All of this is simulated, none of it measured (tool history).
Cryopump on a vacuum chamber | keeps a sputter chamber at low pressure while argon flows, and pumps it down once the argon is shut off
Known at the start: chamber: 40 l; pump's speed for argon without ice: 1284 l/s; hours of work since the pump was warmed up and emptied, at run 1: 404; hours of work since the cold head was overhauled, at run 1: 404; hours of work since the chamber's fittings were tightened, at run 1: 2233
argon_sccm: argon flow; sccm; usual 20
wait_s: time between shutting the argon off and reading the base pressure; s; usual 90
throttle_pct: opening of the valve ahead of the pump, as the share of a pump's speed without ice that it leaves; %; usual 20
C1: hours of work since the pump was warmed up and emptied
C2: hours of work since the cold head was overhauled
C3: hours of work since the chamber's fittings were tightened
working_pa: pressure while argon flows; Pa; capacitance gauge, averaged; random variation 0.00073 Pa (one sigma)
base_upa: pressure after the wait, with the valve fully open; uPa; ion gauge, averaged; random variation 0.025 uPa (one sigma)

Run 1, hour 0: usual settings; C1 404; C2 404; C3 2233. Result: working_pa 0.1363 Pa, base_upa 1.46 uPa.
Run 2, hour 15.3: usual settings; C1 411; C2 411; C3 2240. Result: working_pa 0.1374 Pa, base_upa 1.49 uPa.
Run 3, hour 35.6: usual settings but argon_sccm 17 sccm; C1 420; C2 420; C3 2249. Result: working_pa 0.1155 Pa, base_upa 1.48 uPa.
Run 4, hour 51.1: usual settings but argon_sccm 17 sccm; C1 427; C2 427; C3 2255. Result: working_pa 0.1165 Pa, base_upa 1.53 uPa.
Run 5, hour 73.1: usual settings but argon_sccm 17 sccm; C1 437; C2 437; C3 2265. Result: working_pa 0.116 Pa, base_upa 1.48 uPa.
Run 6, hour 94.8: usual settings; C1 446; C2 446; C3 2275. Result: working_pa 0.1372 Pa, base_upa 1.55 uPa.
Run 7, hour 119: usual settings; C1 457; C2 457; C3 2285. Result: working_pa 0.1378 Pa, base_upa 1.5 uPa.
Run 8, hour 143.4: usual settings but throttle_pct 32 %; C1 468; C2 468; C3 2296. Result: working_pa 0.0886 Pa, base_upa 1.45 uPa.
Run 9, hour 170.6: usual settings but throttle_pct 32 %; C1 480; C2 480; C3 2308. Result: working_pa 0.0883 Pa, base_upa 1.61 uPa.
Run 10, hour 191.5: usual settings but throttle_pct 58 %; C1 489; C2 489; C3 2317. Result: working_pa 0.051 Pa, base_upa 1.57 uPa.
Run 11, hour 218.3: usual settings but wait_s 42 s, throttle_pct 24 %; C1 501; C2 501; C3 2329. Result: working_pa 0.1159 Pa, base_upa 2.51 uPa.
Run 12, hour 243.3: usual settings but throttle_pct 21 %; C1 512; C2 512; C3 2340. Result: working_pa 0.1323 Pa, base_upa 1.54 uPa.
Run 13, hour 255.7: usual settings but throttle_pct 21 %; C1 517; C2 517; C3 2346. Result: working_pa 0.1308 Pa, base_upa 1.58 uPa.
Run 14, hour 279.7: usual settings but throttle_pct 21 %; C1 528; C2 528; C3 2357. Result: working_pa 0.133 Pa, base_upa 1.56 uPa.

Measured less the same run without the tool's hidden state. The same run-to-run variation is in both; the gauge's scatter may not be:
The hidden state here: pump's speed, % of a pump's without ice; cold plate's temperature, K; leak into the chamber, uPa l/s; drift of the gauge itself on working_pa, %; drift of the gauge itself on base_upa, %.
run  working_pa  base_upa
  1     +0.0046     +0.44
  2     +0.0048     +0.44
  3     +0.0041     +0.43
  4     +0.0042     +0.46
  5     +0.0043     +0.44
  6     +0.0052     +0.48
  7     +0.0053     +0.47
  8     +0.0055     +0.46
  9     +0.0056      +0.5
 10     +0.0058     +0.49
 11      +0.006      +0.5
 12     +0.0061      +0.5
 13     +0.0061      +0.5
 14     +0.0063      +0.5
